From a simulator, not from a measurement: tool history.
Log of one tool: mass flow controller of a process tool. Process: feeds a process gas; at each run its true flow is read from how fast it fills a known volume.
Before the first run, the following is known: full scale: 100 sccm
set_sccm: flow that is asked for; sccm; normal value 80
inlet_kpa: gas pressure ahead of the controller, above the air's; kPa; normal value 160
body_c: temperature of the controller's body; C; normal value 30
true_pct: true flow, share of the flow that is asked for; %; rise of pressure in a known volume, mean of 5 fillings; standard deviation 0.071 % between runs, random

run,hour,set_sccm,inlet_kpa,body_c,true_pct
1,0,80,160,30,100
2,178.8,80,160,30,100.18
3,318.8,80,160,30,100.07
4,558.2,80,160,30,99.96
5,764.7,80,160,30,100.06
6,996.2,80,160,23,99.39
7,1251.2,80,160,30,100.05
8,1417.2,80,160,30,99.95
# hour 1441.2: controller's zero set anew
9,1642.3,80,222,30,101.39
10,1840.8,80,222,30,101.34
11,2095.1,80,160,21,100.78
12,2331.7,80,160,21,100.84
13,2520.3,80,160,21,100.85
14,2667.5,80,160,30,101.51
15,2812.6,80,160,27,101.32
16,2991.5,80,160,30,101.43
17,3105.4,80,160,30,101.67
18,3366,80,160,30,101.49
19,3582.6,80,191,28,101.24
20,3731.9,26,162,21,98.88
21,3871.7,26,162,21,98.77
22,4067.6,13,242,24,97.03
23,4288,11,164,30,96.99
24,4414.1,80,267,30,101.12
25,4620.1,22,166,20,98.09
# hour 4696.4: controller exchanged for a calibrated one
26,4819.3,17,166,31,98.42
27,5064.9,17,166,31,98.44
28,5183.1,31,239,30,98.54
29,5443,31,239,30,98.43
30,5648.3,31,173,30,98.49
31,5840.3,23,221,39,98.67
32,5992.4,31,160,28,98.44
33,6195.4,70,160,24,99.2
34,6437.6,46,204,27,98.54
35,6633.7,29,191,32,98.18

Alternative continuations, all from the tool just after run 35; predict every row:
A,6835.9,64,188,30,?
B,6835.9,50,191,23,?
C,6835.9,80,160,31,?
D,6835.9,60,191,38,?

run,true_pct
A,99.34
B,98.5
C,100.06
D,99.95
Had the tool no hidden state, the same runs would have come out as:
run,true_pct
A,99.57
B,98.87
C,100.21
D,100.22
